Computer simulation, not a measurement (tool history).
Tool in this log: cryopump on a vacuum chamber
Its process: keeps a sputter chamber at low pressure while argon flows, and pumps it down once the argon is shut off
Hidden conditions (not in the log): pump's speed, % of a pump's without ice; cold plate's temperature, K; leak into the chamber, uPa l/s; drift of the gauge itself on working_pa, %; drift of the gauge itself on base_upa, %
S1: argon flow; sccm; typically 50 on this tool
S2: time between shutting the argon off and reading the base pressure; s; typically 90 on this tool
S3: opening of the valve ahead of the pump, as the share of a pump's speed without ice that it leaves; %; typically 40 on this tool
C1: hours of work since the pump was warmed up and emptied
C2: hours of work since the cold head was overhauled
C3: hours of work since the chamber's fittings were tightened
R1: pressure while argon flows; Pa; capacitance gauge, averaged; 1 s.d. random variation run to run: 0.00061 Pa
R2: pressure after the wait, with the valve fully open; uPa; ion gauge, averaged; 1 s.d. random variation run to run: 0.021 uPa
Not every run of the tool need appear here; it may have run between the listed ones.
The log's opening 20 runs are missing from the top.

| run | day | S1 | S2 | S3 | C1 | C2 | C3 | R1 | R2 |
|---|---|---|---|---|---|---|---|---|---|
| 21 | 78.258 | 43 | 223 | 36 | 238 | 5871 | 1318 | 0.0878 | 0.45 |
| 22 | 80.538 | 43 | 223 | 36 | 285 | 5918 | 1365 | 0.0891 | 0.48 |
| 23 | 85.521 | 75 | 120 | 52 | 387 | 6020 | 1467 | 0.1144 | 0.59 |
| 24 | 90.808 | 69 | 120 | 42 | 495 | 6128 | 1575 | 0.1301 | 0.62 |
| 25 | 93.671 | 89 | 51 | 16 | 553 | 6187 | 1634 | 0.4083 | 0.86 |
| 26 | 96.262 | 26 | 90 | 40 | 607 | 6240 | 1687 | 0.0523 | 0.73 |
| 27 | 100.938 | 75 | 65 | 19 | 702 | 6335 | 1782 | 0.3003 | 0.86 |
| 28 | 104.329 | 41 | 36 | 45 | 772 | 6405 | 1852 | 0.0784 | 1.13 |
| 29 | 108.212 | 68 | 70 | 25 | 851 | 6484 | 1931 | 0.2155 | 0.88 |
|  | 109.608 | pump warmed up, emptied and cooled again |
| 30 | 111.254 | 68 | 70 | 25 | 34 | 6542 | 1989 | 0.1946 | 0.72 |
| 31 | 116.079 | 45 | 53 | 55 | 132 | 6641 | 2088 | 0.0619 | 0.85 |
| 32 | 120.625 | 45 | 53 | 55 | 226 | 6734 | 2181 | 0.0622 | 0.91 |
| 33 | 123.312 | 45 | 38 | 22 | 281 | 6789 | 2236 | 0.1483 | 1.05 |

What if the next run were any one of these 4? Each begins from the tool's condition after run 33:
| A | 126.725 | 22 | 22 | 20 | 351 | 6859 | 2306 | ? | ? |
| B | 126.725 | 50 | 90 | 34 | 351 | 6859 | 2306 | ? | ? |
| C | 126.725 | 27 | 38 | 30 | 351 | 6859 | 2306 | ? | ? |
| D | 126.725 | 50 | 54 | 23 | 351 | 6859 | 2306 | ? | ? |

| run | R1 | R2 |
|---|---|---|
| A | 0.0793 | 1.4 |
| B | 0.1113 | 0.79 |
| C | 0.0673 | 1.07 |
| D | 0.161 | 0.91 |
With the hidden condition removed and each run's random variation left untouched, the same runs would have given:
| run | R1 | R2 |
|---|---|---|
| A | 0.0751 | 0.95 |
| B | 0.1017 | 0.33 |
| C | 0.0621 | 0.62 |
| D | 0.1513 | 0.46 |

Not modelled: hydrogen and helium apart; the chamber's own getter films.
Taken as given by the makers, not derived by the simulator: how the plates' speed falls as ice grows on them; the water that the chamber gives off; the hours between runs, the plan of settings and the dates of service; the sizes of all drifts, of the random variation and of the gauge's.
